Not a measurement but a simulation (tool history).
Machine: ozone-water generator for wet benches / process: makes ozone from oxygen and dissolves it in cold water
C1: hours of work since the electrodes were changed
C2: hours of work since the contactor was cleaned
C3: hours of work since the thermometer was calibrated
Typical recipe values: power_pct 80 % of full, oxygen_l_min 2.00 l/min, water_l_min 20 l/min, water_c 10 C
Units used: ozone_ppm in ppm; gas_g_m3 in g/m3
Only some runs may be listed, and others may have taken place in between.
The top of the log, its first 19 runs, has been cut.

{"run": 20, "hour": 442.1, "power_pct": 80, "oxygen_l_min": 1.91, "water_l_min": 20, "water_c": 10, "C1": 800, "C2": 105, "C3": 4037, "ozone_ppm": 14.5, "gas_g_m3": 227.8}
{"run": 21, "hour": 465.5, "power_pct": 59, "oxygen_l_min": 2.0, "water_l_min": 20, "water_c": 15, "C1": 823, "C2": 128, "C3": 4060, "ozone_ppm": 10.7, "gas_g_m3": 165.4}
{"run": 22, "hour": 487.8, "power_pct": 45, "oxygen_l_min": 1.41, "water_l_min": 22, "water_c": 12, "C1": 845, "C2": 150, "C3": 4082, "ozone_ppm": 7.1, "gas_g_m3": 165.5}
{"run": 23, "hour": 507.9, "power_pct": 41, "oxygen_l_min": 2.99, "water_l_min": 20, "water_c": 12, "C1": 865, "C2": 170, "C3": 4102, "ozone_ppm": 8.0, "gas_g_m3": 90.7}
{"run": 24, "hour": 527.9, "power_pct": 41, "oxygen_l_min": 2.99, "water_l_min": 20, "water_c": 12, "C1": 885, "C2": 190, "C3": 4122, "ozone_ppm": 8.0, "gas_g_m3": 91.9}
{"run": 25, "hour": 551.5, "power_pct": 41, "oxygen_l_min": 2.99, "water_l_min": 20, "water_c": 12, "C1": 908, "C2": 213, "C3": 4146, "ozone_ppm": 8.0, "gas_g_m3": 91.5}
{"run": 26, "hour": 570.3, "power_pct": 90, "oxygen_l_min": 2.99, "water_l_min": 14, "water_c": 12, "C1": 927, "C2": 232, "C3": 4164, "ozone_ppm": 22.8, "gas_g_m3": 188.2}
{"run": 27, "hour": 605.0, "power_pct": 90, "oxygen_l_min": 2.99, "water_l_min": 14, "water_c": 12, "C1": 961, "C2": 266, "C3": 4199, "ozone_ppm": 23.0, "gas_g_m3": 184.4}
{"run": 28, "hour": 627.5, "power_pct": 90, "oxygen_l_min": 2.99, "water_l_min": 14, "water_c": 12, "C1": 984, "C2": 289, "C3": 4221, "ozone_ppm": 22.3, "gas_g_m3": 188.7}
{"run": 29, "hour": 655.3, "power_pct": 83, "oxygen_l_min": 2.37, "water_l_min": 25, "water_c": 7, "C1": 1011, "C2": 316, "C3": 4249, "ozone_ppm": 12.0, "gas_g_m3": 204.3}
{"run": 30, "hour": 690.3, "power_pct": 80, "oxygen_l_min": 2.0, "water_l_min": 25, "water_c": 7, "C1": 1046, "C2": 351, "C3": 4283, "ozone_ppm": 11.3, "gas_g_m3": 220.0}
{"run": 31, "hour": 719.9, "power_pct": 49, "oxygen_l_min": 1.37, "water_l_min": 16, "water_c": 15, "C1": 1075, "C2": 380, "C3": 4313, "ozone_ppm": 10.6, "gas_g_m3": 181.6}

Branching from run 31: 3 alternative next runs. What would each branch give?
{"run": "A", "hour": 750.4, "power_pct": 49, "oxygen_l_min": 1.37, "water_l_min": 16, "water_c": 10, "C1": 1106, "C2": 411, "C3": 4343, "ozone_ppm": "?", "gas_g_m3": "?"}
{"run": "B", "hour": 750.4, "power_pct": 80, "oxygen_l_min": 1.13, "water_l_min": 27, "water_c": 10, "C1": 1106, "C2": 411, "C3": 4343, "ozone_ppm": "?", "gas_g_m3": "?"}
{"run": "C", "hour": 750.4, "power_pct": 80, "oxygen_l_min": 1.64, "water_l_min": 20, "water_c": 15, "C1": 1106, "C2": 411, "C3": 4343, "ozone_ppm": "?", "gas_g_m3": "?"}

run=A ozone_ppm=11.1 gas_g_m3=180.8
run=B ozone_ppm=9.0 gas_g_m3=325.2
run=C ozone_ppm=13.6 gas_g_m3=249.3
What these runs would have given with no unlogged condition in the tool:
run=A ozone_ppm=11.2 gas_g_m3=181.8
run=B ozone_ppm=9.2 gas_g_m3=328.4
run=C ozone_ppm=13.8 gas_g_m3=251.8

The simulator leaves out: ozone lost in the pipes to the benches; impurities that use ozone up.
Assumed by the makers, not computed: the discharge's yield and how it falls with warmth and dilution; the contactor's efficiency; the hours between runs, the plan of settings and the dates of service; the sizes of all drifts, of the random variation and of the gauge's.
